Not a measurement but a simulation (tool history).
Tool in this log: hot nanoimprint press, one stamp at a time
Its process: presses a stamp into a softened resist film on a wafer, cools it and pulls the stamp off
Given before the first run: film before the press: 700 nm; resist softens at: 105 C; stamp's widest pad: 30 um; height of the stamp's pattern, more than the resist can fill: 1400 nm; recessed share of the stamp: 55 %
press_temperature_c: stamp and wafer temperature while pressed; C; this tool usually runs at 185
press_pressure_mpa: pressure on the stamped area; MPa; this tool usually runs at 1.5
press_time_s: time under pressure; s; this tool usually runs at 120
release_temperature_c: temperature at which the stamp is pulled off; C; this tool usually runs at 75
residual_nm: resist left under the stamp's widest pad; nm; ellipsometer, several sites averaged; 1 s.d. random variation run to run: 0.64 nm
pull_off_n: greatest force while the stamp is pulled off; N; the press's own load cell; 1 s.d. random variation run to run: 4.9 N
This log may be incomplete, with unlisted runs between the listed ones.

Run 1, hour 0: usual settings. Result: residual_nm 248.5 nm, pull_off_n 235 N.
Run 2, hour 49.3: usual settings but release_temperature_c 62 C. Result: residual_nm 250 nm, pull_off_n 319 N.
At hour 93.2: stamp cleaned and given a new release coat.
At hour 107.2: press's hydraulic seals changed and the load cell set to zero.
Run 3, hour 117.3: usual settings but release_temperature_c 62 C. Result: residual_nm 249.7 nm, pull_off_n 316 N.
Run 4, hour 156.8: usual settings but release_temperature_c 62 C. Result: residual_nm 248.3 nm, pull_off_n 325 N.
Run 5, hour 210.6: usual settings but release_temperature_c 62 C. Result: residual_nm 248.9 nm, pull_off_n 319 N.
Run 6, hour 245.3: usual settings but release_temperature_c 62 C. Result: residual_nm 248.4 nm, pull_off_n 327 N.
Run 7, hour 279.6: usual settings but press_time_s 104 s. Result: residual_nm 260.9 nm, pull_off_n 244 N.
Run 8, hour 315.7: usual settings. Result: residual_nm 249.7 nm, pull_off_n 242 N.
Run 9, hour 349.1: usual settings. Result: residual_nm 248.9 nm, pull_off_n 241 N.
Run 10, hour 382.7: usual settings. Result: residual_nm 249.9 nm, pull_off_n 243 N.
Run 11, hour 418.7: usual settings but press_time_s 71 s, release_temperature_c 73 C. Result: residual_nm 299.5 nm, pull_off_n 245 N.
At hour 434.8: stamp cleaned and given a new release coat.
Run 12, hour 465.3: usual settings but press_pressure_mpa 2.15 MPa, press_time_s 71 s, release_temperature_c 81 C. Result: residual_nm 243.1 nm, pull_off_n 207 N.
At hour 484: plate thermocouple calibrated.
Run 13, hour 509.6: usual settings but press_pressure_mpa 1.58 MPa. Result: residual_nm 242.1 nm, pull_off_n 237 N.
Run 14, hour 547.4: usual settings but press_temperature_c 195 C, release_temperature_c 62 C. Result: residual_nm 182.3 nm, pull_off_n 319 N.
Run 15, hour 577.7: usual settings but press_temperature_c 187 C, press_pressure_mpa 1.4 MPa, press_time_s 94 s. Result: residual_nm 264.2 nm, pull_off_n 237 N.
Run 16, hour 620.9: usual settings but press_temperature_c 188 C, release_temperature_c 81 C. Result: residual_nm 225.4 nm, pull_off_n 203 N.
Run 17, hour 666.8: usual settings but press_temperature_c 188 C, release_temperature_c 81 C. Result: residual_nm 226.1 nm, pull_off_n 209 N.
Run 18, hour 724.7: usual settings but press_pressure_mpa 1.2 MPa. Result: residual_nm 282.5 nm, pull_off_n 240 N.
At hour 770.3: stamp cleaned and given a new release coat.
Run 19, hour 790.5: usual settings but press_pressure_mpa 2.11 MPa, press_time_s 64 s. Result: residual_nm 256.5 nm, pull_off_n 241 N.
Run 20, hour 819.4: usual settings but press_temperature_c 176 C, press_pressure_mpa 1.8 MPa, press_time_s 73 s, release_temperature_c 69 C. Result: residual_nm 358.9 nm, pull_off_n 276 N.

What if the next run were any one of these 3? Each begins from the tool's condition after run 20:
Run A, hour 851.1: usual settings but press_temperature_c 189 C, press_pressure_mpa 1 MPa, press_time_s 62 s. Result: residual_nm ?, pull_off_n ?.
Run B, hour 851.1: usual settings but press_temperature_c 176 C, press_pressure_mpa 1.39 MPa, press_time_s 73 s, release_temperature_c 69 C. Result: residual_nm ?, pull_off_n ?.
Run C, hour 851.1: usual settings but press_time_s 235 s, release_temperature_c 74 C. Result: residual_nm ?, pull_off_n ?.

run  residual_nm  pull_off_n
  A        346.7         235
  B        405.7         279
  C        194.7         243
Without the tool's unlogged condition, the same runs would have read:
run  residual_nm  pull_off_n
  A        346.6         234
  B        405.5         278
  C        194.6         243
